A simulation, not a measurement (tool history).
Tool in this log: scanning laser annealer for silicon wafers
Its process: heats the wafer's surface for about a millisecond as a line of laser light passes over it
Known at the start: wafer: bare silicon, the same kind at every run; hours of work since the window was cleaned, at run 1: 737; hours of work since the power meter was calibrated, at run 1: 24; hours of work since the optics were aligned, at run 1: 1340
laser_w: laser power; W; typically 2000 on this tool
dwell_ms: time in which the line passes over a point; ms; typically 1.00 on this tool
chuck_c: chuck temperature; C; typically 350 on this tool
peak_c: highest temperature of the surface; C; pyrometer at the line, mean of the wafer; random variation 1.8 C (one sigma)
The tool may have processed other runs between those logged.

run	hour	laser_w	dwell_ms	chuck_c	hours of work since the window was cleaned	hours of work since the power meter was calibrated	hours of work since the optics were aligned	peak_c
1	0.0	2000	1.00	350	737	24	1340	1022
2	17.4	2000	1.00	350	746	33	1349	1025
3	40.3	2000	0.91	350	759	46	1362	994
4	56.5	2000	0.91	350	768	55	1371	991
5	70.7	2000	0.91	316	775	63	1378	954
6	93.8	2000	0.91	316	788	75	1391	957
7	112.7	2000	1.00	378	798	86	1401	1052
8	136.8	1967	1.00	350	811	99	1414	1008
# hour 140.8: window over the wafer cleaned
9	163.4	1967	1.00	350	12	112	1428	1001
10	180.9	2000	1.00	350	22	122	1437	1015
11	203.1	2000	1.00	350	34	134	1450	1011
12	223.2	2000	1.00	350	45	145	1461	1013
13	237.0	2000	1.00	350	53	152	1468	1012
# hour 254.7: window over the wafer cleaned, once more
14	255.2	2000	1.00	350	0	161	1477	1034
15	276.2	2000	1.00	350	12	173	1488	1033
16	295.8	2000	1.00	350	22	183	1499	1032
17	319.1	2000	1.00	350	35	196	1512	1037
18	341.5	2000	0.71	350	47	208	1524	925
19	366.4	2000	0.71	350	61	222	1538	926
20	390.6	2000	0.76	350	74	235	1551	941
21	410.5	2000	0.76	350	85	246	1562	944
22	427.8	2000	0.76	350	95	256	1571	945
23	444.1	2000	0.76	350	103	264	1580	941
24	464.6	2000	0.76	350	115	276	1591	941
25	480.8	1824	1.00	341	123	284	1600	959
26	491.9	1824	1.00	341	130	291	1606	959
27	510.6	1718	1.00	333	140	301	1616	911
28	523.4	2130	0.96	332	147	308	1623	1048
29	547.4	2130	1.12	332	160	321	1637	1104
30	571.3	2130	1.12	332	173	334	1650	1105
31	585.4	1953	1.06	351	181	342	1657	1033
32	608.9	1757	0.71	320	194	354	1670	817
33	619.7	1757	0.71	320	199	360	1676	818
34	635.2	2126	0.73	381	208	369	1685	999
35	647.0	2000	1.00	365	214	375	1691	1045
# hour 654.0: optics aligned, line set to its width
36	675.3	2000	1.00	365	227	388	12	1055
37	688.6	2000	1.00	365	234	395	19	1060
38	704.7	2000	0.71	350	243	404	28	930
39	726.6	2082	0.73	350	255	416	40	963
40	739.0	1898	0.90	328	262	423	46	948

Predict each of these 4 candidate next runs independently; none follows another, all start after run 40:
A	749.9	2000	0.79	375	268	429	52	?
B	749.9	1996	0.71	365	268	429	52	?
C	749.9	1898	1.24	328	268	429	52	?
D	749.9	2145	0.73	341	268	429	52	?

run	peak_c
A	989
B	941
C	1059
D	975
With no hidden state in the tool, these same runs would have given:
run	peak_c
A	997
B	949
C	1069
D	984
